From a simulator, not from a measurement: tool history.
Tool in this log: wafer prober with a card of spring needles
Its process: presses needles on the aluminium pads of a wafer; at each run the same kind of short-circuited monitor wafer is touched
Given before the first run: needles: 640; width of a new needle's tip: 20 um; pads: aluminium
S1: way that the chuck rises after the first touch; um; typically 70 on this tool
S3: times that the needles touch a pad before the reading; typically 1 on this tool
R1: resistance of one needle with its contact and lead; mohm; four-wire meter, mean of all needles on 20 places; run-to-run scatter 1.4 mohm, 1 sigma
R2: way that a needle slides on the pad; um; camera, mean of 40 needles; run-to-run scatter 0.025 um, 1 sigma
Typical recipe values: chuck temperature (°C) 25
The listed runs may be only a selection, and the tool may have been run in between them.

{"run": 1, "hour": 0.0, "S1": 70, "chuck temperature (°C)": 25, "S3": 1, "R1": 356, "R2": 9.21}
{"hour": 5.5, "done": "tips cleaned on abrasive film"}
{"run": 2, "hour": 12.8, "S1": 70, "chuck temperature (°C)": 25, "S3": 1, "R1": 356, "R2": 9.23}
{"hour": 19.3, "done": "tips cleaned on abrasive film"}
{"run": 3, "hour": 24.4, "S1": 70, "chuck temperature (°C)": 25, "S3": 1, "R1": 316, "R2": 9.28}
{"hour": 31.8, "done": "tips cleaned on abrasive film"}
{"run": 4, "hour": 39.3, "S1": 70, "chuck temperature (°C)": 25, "S3": 1, "R1": 353, "R2": 9.23}
{"hour": 44.1, "done": "tips cleaned on abrasive film"}
{"hour": 56.8, "done": "tips cleaned on abrasive film"}
{"run": 5, "hour": 57.7, "S1": 70, "chuck temperature (°C)": 25, "S3": 1, "R1": 203, "R2": 9.21}
{"run": 6, "hour": 66.6, "S1": 70, "chuck temperature (°C)": 25, "S3": 1, "R1": 403, "R2": 9.28}
{"hour": 69.3, "done": "tips cleaned on abrasive film"}
{"run": 7, "hour": 78.7, "S1": 70, "chuck temperature (°C)": 25, "S3": 1, "R1": 380, "R2": 9.22}
{"hour": 83.0, "done": "tips cleaned on abrasive film"}
{"run": 8, "hour": 94.0, "S1": 70, "chuck temperature (°C)": 25, "S3": 1, "R1": 411, "R2": 9.17}
{"hour": 95.5, "done": "tips cleaned on abrasive film"}
{"run": 9, "hour": 104.1, "S1": 70, "chuck temperature (°C)": 25, "S3": 1, "R1": 360, "R2": 9.19}
{"hour": 108.2, "done": "tips cleaned on abrasive film"}
{"hour": 120.6, "done": "tips cleaned on abrasive film"}
{"run": 10, "hour": 122.0, "S1": 70, "chuck temperature (°C)": 25, "S3": 1, "R1": 225, "R2": 9.21}
{"hour": 133.1, "done": "tips cleaned on abrasive film"}
{"run": 11, "hour": 142.0, "S1": 70, "chuck temperature (°C)": 25, "S3": 1, "R1": 391, "R2": 9.14}
{"hour": 146.8, "done": "tips cleaned on abrasive film"}
{"run": 12, "hour": 157.0, "S1": 70, "chuck temperature (°C)": 25, "S3": 1, "R1": 401, "R2": 9.15}
{"hour": 159.9, "done": "tips cleaned on abrasive film"}
{"run": 13, "hour": 171.7, "S1": 70, "chuck temperature (°C)": 25, "S3": 1, "R1": 421, "R2": 9.15}
{"hour": 173.1, "done": "tips cleaned on abrasive film"}
{"hour": 186.3, "done": "tips cleaned on abrasive film"}
{"run": 14, "hour": 187.9, "S1": 70, "chuck temperature (°C)": 25, "S3": 1, "R1": 228, "R2": 9.09}
{"hour": 198.8, "done": "tips cleaned on abrasive film"}
{"run": 15, "hour": 201.7, "S1": 70, "chuck temperature (°C)": 96, "S3": 1, "R1": 259, "R2": 9.09}
{"hour": 211.9, "done": "tips cleaned on abrasive film"}
{"run": 16, "hour": 211.9, "S1": 72, "chuck temperature (°C)": 27, "S3": 2, "R1": 132, "R2": 9.39}
{"hour": 225.0, "done": "tips cleaned on abrasive film"}
{"run": 17, "hour": 226.6, "S1": 57, "chuck temperature (°C)": 63, "S3": 2, "R1": 219, "R2": 7.37}
{"hour": 237.7, "done": "tips cleaned on abrasive film"}
{"run": 18, "hour": 239.6, "S1": 70, "chuck temperature (°C)": 25, "S3": 1, "R1": 233, "R2": 9.04}
{"hour": 251.8, "done": "tips cleaned on abrasive film"}
{"run": 19, "hour": 252.3, "S1": 70, "chuck temperature (°C)": 25, "S3": 1, "R1": 175, "R2": 9.08}
{"hour": 264.3, "done": "tips cleaned on abrasive film"}
{"run": 20, "hour": 270.6, "S1": 66, "chuck temperature (°C)": 25, "S3": 3, "R1": 223, "R2": 8.5}
{"hour": 276.8, "done": "tips cleaned on abrasive film"}
{"hour": 280.2, "done": "height of the first contact set anew"}
{"run": 21, "hour": 280.8, "S1": 83, "chuck temperature (°C)": 25, "S3": 3, "R1": 165, "R2": 10.99}
{"hour": 290.9, "done": "tips cleaned on abrasive film"}
{"run": 22, "hour": 293.7, "S1": 83, "chuck temperature (°C)": 25, "S3": 3, "R1": 156, "R2": 11.04}
{"run": 23, "hour": 302.9, "S1": 81, "chuck temperature (°C)": 123, "S3": 3, "R1": 208, "R2": 10.78}
{"hour": 304.6, "done": "tips cleaned on abrasive film"}
{"hour": 317.7, "done": "tips cleaned on abrasive film"}
{"run": 24, "hour": 318.5, "S1": 70, "chuck temperature (°C)": 78, "S3": 2, "R1": 166, "R2": 9.28}
{"run": 25, "hour": 328.9, "S1": 71, "chuck temperature (°C)": 89, "S3": 2, "R1": 291, "R2": 9.4}
{"hour": 330.5, "done": "tips cleaned on abrasive film"}
{"run": 26, "hour": 340.8, "S1": 70, "chuck temperature (°C)": 77, "S3": 1, "R1": 397, "R2": 9.26}
{"hour": 342.8, "done": "tips cleaned on abrasive film"}
{"hour": 356.3, "done": "tips cleaned on abrasive film"}
{"run": 27, "hour": 361.2, "S1": 70, "chuck temperature (°C)": 77, "S3": 1, "R1": 317, "R2": 9.26}

Alternative continuations, all from the tool just after run 27; predict every row:
{"hour": 369.6, "done": "tips cleaned on abrasive film"}
{"run": "A", "hour": 371.7, "S1": 74, "chuck temperature (°C)": 61, "S3": 1, "R1": "?", "R2": "?"}
{"hour": 369.6, "done": "tips cleaned on abrasive film"}
{"run": "B", "hour": 371.7, "S1": 70, "chuck temperature (°C)": 25, "S3": 1, "R1": "?", "R2": "?"}
{"hour": 369.6, "done": "tips cleaned on abrasive film"}
{"run": "C", "hour": 371.7, "S1": 61, "chuck temperature (°C)": 59, "S3": 1, "R1": "?", "R2": "?"}

run=A R1=241 R2=9.72
run=B R1=252 R2=9.24
run=C R1=300 R2=8.07
Stripped of hidden state, with their random variation kept, the same runs would have yielded:
run=A R1=130 R2=9.78
run=B R1=123 R2=9.30
run=C R1=136 R2=8.13
